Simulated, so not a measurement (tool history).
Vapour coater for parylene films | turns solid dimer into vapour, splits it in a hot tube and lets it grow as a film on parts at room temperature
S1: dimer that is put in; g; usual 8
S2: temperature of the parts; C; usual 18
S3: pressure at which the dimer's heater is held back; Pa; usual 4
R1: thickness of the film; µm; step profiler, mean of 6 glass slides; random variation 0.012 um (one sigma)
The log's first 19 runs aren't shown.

run,day,S1,S2,S3,R1
# day 54.092: trap's valve overhauled
20,54.425,3,11,6.64,0.69
21,56.783,5,29,4,0.82
22,58.325,6,21,4,1.14
23,59.958,6,21,4,1.15
24,63.204,6,19,11.24,1.09
# day 66.075: trap's valve overhauled
25,66.762,3,29,2.04,0.53
26,68.696,12,11,2.6,2.93
27,71.167,12,11,2.6,2.88
28,74.188,14,20,2.6,2.75
29,77.292,4,20,2.6,0.77
# day 77.567: table's thermometer calibrated
# day 78.05: trap's valve overhauled
30,79.938,4,12,2.87,0.96
31,81.65,12,18,10.66,2.34
32,83.529,6,10,10.66,1.33
33,86.308,3,22,7.96,0.54
34,89.083,3,14,9.96,0.61
# day 89.85: trap's valve overhauled
35,92.167,3,14,9.96,0.65
36,95.338,9,13,2.51,2.12

3 ways to go on from here, each from the tool as it stands after run 36. What would each give?
A,98.779,4,18,4,?
B,98.779,6,14,4,?
C,98.779,9,13,4.85,?

run,R1
A,0.81
B,1.34
C,2
Without the tool's hidden state the same runs would have given:
run,R1
A,0.86
B,1.42
C,2.11
